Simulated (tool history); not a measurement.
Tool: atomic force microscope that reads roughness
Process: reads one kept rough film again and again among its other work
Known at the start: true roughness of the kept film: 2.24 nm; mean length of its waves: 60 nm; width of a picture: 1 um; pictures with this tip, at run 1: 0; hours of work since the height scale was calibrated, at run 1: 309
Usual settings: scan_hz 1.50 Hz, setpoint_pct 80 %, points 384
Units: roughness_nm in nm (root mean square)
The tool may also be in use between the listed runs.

run	hour	scan_hz	setpoint_pct	points	pictures with this tip	hours of work since the height scale was calibrated	roughness_nm
1	0.0	1.50	80	384	0	309	1.911
2	19.6	1.50	82	384	35	320	1.877
3	49.7	1.50	82	384	90	336	1.886
4	75.5	1.50	82	384	136	350	1.861
5	91.3	1.50	82	384	165	359	1.866
6	118.0	0.52	80	384	213	374	2.064
7	143.9	0.52	80	384	259	388	2.041
8	168.7	0.52	80	384	304	402	2.035
# hour 179.8: new tip fitted
9	188.9	1.50	72	384	17	413	2.000
10	202.8	0.66	80	384	42	420	2.063
11	216.6	0.66	80	384	67	428	2.058
12	244.5	0.66	80	707	117	443	2.033
13	260.8	0.66	80	707	147	452	2.034
14	285.3	1.13	80	384	191	466	1.940
15	298.8	1.13	80	384	215	473	1.938
16	314.0	1.13	80	384	243	482	1.938
17	334.4	1.13	80	384	279	493	1.922
18	352.1	1.13	80	384	312	503	1.930
# hour 358.8: new tip fitted
19	382.2	1.13	80	384	42	519	1.959
20	410.7	1.13	80	384	93	535	1.955
21	439.6	1.40	71	683	145	550	1.996
22	456.5	0.86	80	384	176	560	1.993
23	481.2	0.86	80	306	221	573	1.984
24	505.5	0.86	62	520	264	587	2.087
25	527.7	1.16	62	607	304	599	2.055
# hour 539.7: new tip fitted
26	558.1	1.16	62	607	34	615	2.100
27	575.1	1.16	58	531	64	625	2.109
28	595.6	0.86	81	384	101	636	1.986
29	617.4	0.89	85	660	141	648	1.946
30	636.8	0.54	77	746	176	659	2.066
31	657.2	1.01	77	902	212	670	1.982
32	676.6	1.01	77	1018	247	681	1.966
33	704.4	1.42	68	476	298	696	1.979
# hour 720.3: new tip fitted
34	726.9	1.87	57	321	12	708	2.086
35	751.1	3.09	62	384	56	722	1.960
36	775.8	3.09	62	384	101	735	1.951
37	789.2	3.09	62	384	125	743	1.955
38	814.6	3.09	62	384	171	756	1.939
39	836.5	1.21	62	384	210	769	2.063

How the hidden state differs across the entries between the runs, from the last listed run before each to the first after it:
Between runs 8 and 9: new tip fitted (hour 179.8)
  radius of the tip, nm: 16 -> 5.7; height scale over the true one, %: -0.43 -> -0.44
  measured less the result without the state, roughness_nm: -0.064 -> -0.012 nm (root mean square)
Between runs 18 and 19: new tip fitted (hour 358.8)
  radius of the tip, nm: 15.9 -> 6.6; height scale over the true one, %: -0.54 -> -0.56
  measured less the result without the state, roughness_nm: -0.061 -> -0.019 nm (root mean square)
Between runs 25 and 26: new tip fitted (hour 539.7)
  radius of the tip, nm: 16.1 -> 6.7; height scale over the true one, %: -0.64 -> -0.66
  measured less the result without the state, roughness_nm: -0.069 -> -0.023 nm (root mean square)
Between runs 33 and 34: new tip fitted (hour 720.3)
  radius of the tip, nm: 16.6 -> 6; height scale over the true one, %: -0.74 -> -0.76
  measured less the result without the state, roughness_nm: -0.071 -> -0.021 nm (root mean square)
